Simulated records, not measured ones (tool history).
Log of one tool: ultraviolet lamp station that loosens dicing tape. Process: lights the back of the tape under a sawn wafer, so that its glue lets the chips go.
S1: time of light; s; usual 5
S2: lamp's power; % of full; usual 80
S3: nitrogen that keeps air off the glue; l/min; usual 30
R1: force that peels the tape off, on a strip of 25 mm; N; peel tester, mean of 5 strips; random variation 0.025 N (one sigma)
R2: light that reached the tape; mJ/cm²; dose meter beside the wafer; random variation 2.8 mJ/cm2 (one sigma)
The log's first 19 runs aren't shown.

run 20 hour=216.1 | S1=5 S2=80 S3=30 | R1=1.699 R2=322
run 21 hour=226.3 | S1=5 S2=80 S3=30 | R1=1.706 R2=319
run 22 hour=239.8 | S1=6 S2=93 S3=21 | R1=1.142 R2=446
run 23 hour=248.8 | S1=6 S2=93 S3=21 | R1=1.176 R2=445
run 24 hour=256.9 | S1=6 S2=85 S3=19 | R1=1.388 R2=402
run 25 hour=270.2 | S1=5 S2=62 S3=30 | R1=2.575 R2=245
run 26 hour=283.9 | S1=5 S2=62 S3=30 | R1=2.531 R2=247
run 27 hour=290.5 | S1=5 S2=70 S3=15 | R1=2.836 R2=274
run 28 hour=303.6 | S1=5 S2=76 S3=11 | R1=2.935 R2=297
-- hour=305.3 window cleaned of glue's vapour
run 29 hour=317.5 | S1=3 S2=80 S3=33 | R1=3.640 R2=174
run 30 hour=326.7 | S1=3 S2=61 S3=33 | R1=4.634 R2=133
run 31 hour=337.1 | S1=5 S2=86 S3=30 | R1=1.806 R2=308
run 32 hour=344.4 | S1=5 S2=86 S3=30 | R1=1.846 R2=307
run 33 hour=352.8 | S1=3 S2=80 S3=30 | R1=3.709 R2=170
run 34 hour=359.7 | S1=5 S2=67 S3=12 | R1=3.573 R2=236
run 35 hour=374.2 | S1=5 S2=67 S3=12 | R1=3.582 R2=236
-- hour=383.4 window cleaned of glue's vapour, once more
run 36 hour=386.8 | S1=3 S2=78 S3=30 | R1=3.224 R2=203
run 37 hour=395.0 | S1=9 S2=72 S3=35 | R1=0.512 R2=567
run 38 hour=405.4 | S1=9 S2=72 S3=35 | R1=0.526 R2=557
run 39 hour=418.7 | S1=3 S2=67 S3=30 | R1=3.721 R2=175
run 40 hour=425.6 | S1=2 S2=69 S3=13 | R1=6.064 R2=119
run 41 hour=437.0 | S1=5 S2=80 S3=25 | R1=1.618 R2=348
run 42 hour=443.7 | S1=5 S2=80 S3=25 | R1=1.651 R2=350

Forecast each of these 5 alternatives for the next run:
run A hour=458.8 | S1=5 S2=61 S3=25 | R1=? R2=?
run B hour=458.8 | S1=5 S2=67 S3=22 | R1=? R2=?
run C hour=458.8 | S1=2 S2=60 S3=30 | R1=? R2=?
run D hour=458.8 | S1=8 S2=74 S3=22 | R1=? R2=?
run E hour=458.8 | S1=9 S2=78 S3=54 | R1=? R2=?

run=A R1=2.482 R2=260
run=B R1=2.328 R2=285
run=C R1=5.439 R2=104
run=D R1=0.867 R2=510
run=E R1=0.385 R2=600
Without the tool's hidden state the same runs would have given:
run=A R1=2.106 R2=292
run=B R1=1.959 R2=321
run=C R1=5.061 R2=117
run=D R1=0.680 R2=574
run=E R1=0.318 R2=674
